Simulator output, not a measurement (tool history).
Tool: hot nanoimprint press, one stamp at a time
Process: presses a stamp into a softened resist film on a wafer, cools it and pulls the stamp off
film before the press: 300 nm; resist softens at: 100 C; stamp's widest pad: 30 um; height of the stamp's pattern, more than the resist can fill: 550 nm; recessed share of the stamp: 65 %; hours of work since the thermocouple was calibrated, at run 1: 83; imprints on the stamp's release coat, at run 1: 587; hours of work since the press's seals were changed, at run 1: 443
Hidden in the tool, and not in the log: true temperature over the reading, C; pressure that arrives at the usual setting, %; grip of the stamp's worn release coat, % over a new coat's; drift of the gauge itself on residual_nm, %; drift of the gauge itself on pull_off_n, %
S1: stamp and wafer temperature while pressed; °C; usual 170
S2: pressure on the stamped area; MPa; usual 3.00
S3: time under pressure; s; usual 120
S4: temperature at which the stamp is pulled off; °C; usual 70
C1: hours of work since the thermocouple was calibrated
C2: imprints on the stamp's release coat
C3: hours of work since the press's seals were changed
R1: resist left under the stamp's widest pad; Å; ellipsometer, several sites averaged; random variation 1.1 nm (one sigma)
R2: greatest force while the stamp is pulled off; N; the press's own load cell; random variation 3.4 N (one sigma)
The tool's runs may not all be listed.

| run | hour | S1 | S2 | S3 | S4 | C1 | C2 | C3 | R1 | R2 |
|---|---|---|---|---|---|---|---|---|---|---|
| 1 | 0.0 | 170 | 3.00 | 120 | 70 | 83 | 587 | 443 | 1587 | 182 |
| 2 | 84.5 | 170 | 3.00 | 120 | 61 | 126 | 735 | 485 | 1550 | 252 |
| 3 | 164.8 | 170 | 3.00 | 120 | 61 | 166 | 876 | 526 | 1541 | 266 |
| 4 | 215.4 | 170 | 3.00 | 120 | 61 | 191 | 965 | 551 | 1529 | 266 |
| 5 | 272.1 | 170 | 3.00 | 120 | 61 | 220 | 1064 | 579 | 1530 | 264 |
| 6 | 312.1 | 170 | 3.00 | 120 | 70 | 240 | 1134 | 599 | 1517 | 219 |
|  | 345.8 | stamp cleaned and given a new release coat |
| 7 | 388.8 | 170 | 3.00 | 120 | 70 | 275 | 75 | 635 | 1498 | 160 |
| 8 | 452.3 | 159 | 3.00 | 120 | 70 | 307 | 187 | 667 | 2399 | 165 |
| 9 | 494.6 | 159 | 3.00 | 120 | 70 | 328 | 261 | 688 | 2396 | 162 |
| 10 | 572.6 | 170 | 3.00 | 120 | 70 | 367 | 398 | 727 | 1478 | 176 |
| 11 | 626.1 | 170 | 3.00 | 120 | 70 | 394 | 492 | 754 | 1490 | 177 |
| 12 | 688.8 | 170 | 3.00 | 120 | 65 | 425 | 601 | 785 | 1456 | 217 |
| 13 | 727.1 | 170 | 3.00 | 120 | 65 | 445 | 669 | 804 | 1466 | 211 |
| 14 | 806.7 | 172 | 3.00 | 120 | 70 | 484 | 808 | 844 | 1308 | 189 |
| 15 | 879.4 | 170 | 3.00 | 120 | 57 | 521 | 936 | 880 | 1427 | 282 |
|  | 959.2 | plate thermocouple calibrated |
| 16 | 973.9 | 171 | 3.00 | 73 | 70 | 7 | 1096 | 926 | 1778 | 224 |
|  | 1034.3 | stamp cleaned and given a new release coat |
| 17 | 1071.6 | 172 | 3.00 | 120 | 71 | 53 | 66 | 972 | 1405 | 159 |
|  | 1121.9 | press's hydraulic seals changed and the load cell set to zero |
| 18 | 1129.4 | 175 | 3.40 | 120 | 75 | 78 | 153 | 4 | 1108 | 139 |
| 19 | 1214.6 | 175 | 3.40 | 120 | 75 | 121 | 303 | 46 | 1107 | 147 |
| 20 | 1290.7 | 165 | 3.00 | 120 | 61 | 159 | 436 | 85 | 1931 | 217 |
| 21 | 1366.7 | 175 | 3.10 | 61 | 60 | 197 | 569 | 123 | 1460 | 254 |
| 22 | 1412.6 | 172 | 3.00 | 195 | 70 | 220 | 650 | 146 | 1094 | 191 |
| 23 | 1466.6 | 172 | 3.00 | 195 | 70 | 247 | 744 | 173 | 1105 | 189 |
| 24 | 1552.5 | 172 | 3.00 | 120 | 56 | 290 | 895 | 216 | 1320 | 290 |
| 25 | 1640.9 | 165 | 3.00 | 75 | 70 | 334 | 1050 | 260 | 2099 | 197 |
| 26 | 1688.7 | 174 | 3.37 | 75 | 70 | 358 | 1134 | 284 | 1347 | 204 |
|  | 1724.3 | stamp cleaned and given a new release coat |
| 27 | 1736.9 | 174 | 3.37 | 75 | 70 | 379 | 22 | 305 | 1346 | 149 |
| 28 | 1820.8 | 171 | 3.34 | 114 | 72 | 421 | 169 | 347 | 1324 | 146 |
| 29 | 1864.4 | 180 | 3.34 | 114 | 68 | 443 | 245 | 369 | 814 | 170 |

Forecast each of these 5 alternatives for the next run:
| A | 1905.5 | 174 | 3.80 | 120 | 70 | 464 | 317 | 389 | ? | ? |
| B | 1905.5 | 173 | 2.07 | 114 | 62 | 464 | 317 | 389 | ? | ? |
| C | 1905.5 | 172 | 1.94 | 114 | 68 | 464 | 317 | 389 | ? | ? |
| D | 1905.5 | 170 | 2.62 | 120 | 70 | 464 | 317 | 389 | ? | ? |
| E | 1905.5 | 176 | 3.52 | 211 | 68 | 464 | 317 | 389 | ? | ? |

| run | R1 | R2 |
|---|---|---|
| A | 1030 | 164 |
| B | 1444 | 210 |
| C | 1552 | 173 |
| D | 1496 | 167 |
| E | 731 | 178 |
Without the tool's hidden state the same runs would have given:
| run | R1 | R2 |
|---|---|---|
| A | 1163 | 160 |
| B | 1613 | 202 |
| C | 1727 | 168 |
| D | 1671 | 163 |
| E | 829 | 173 |
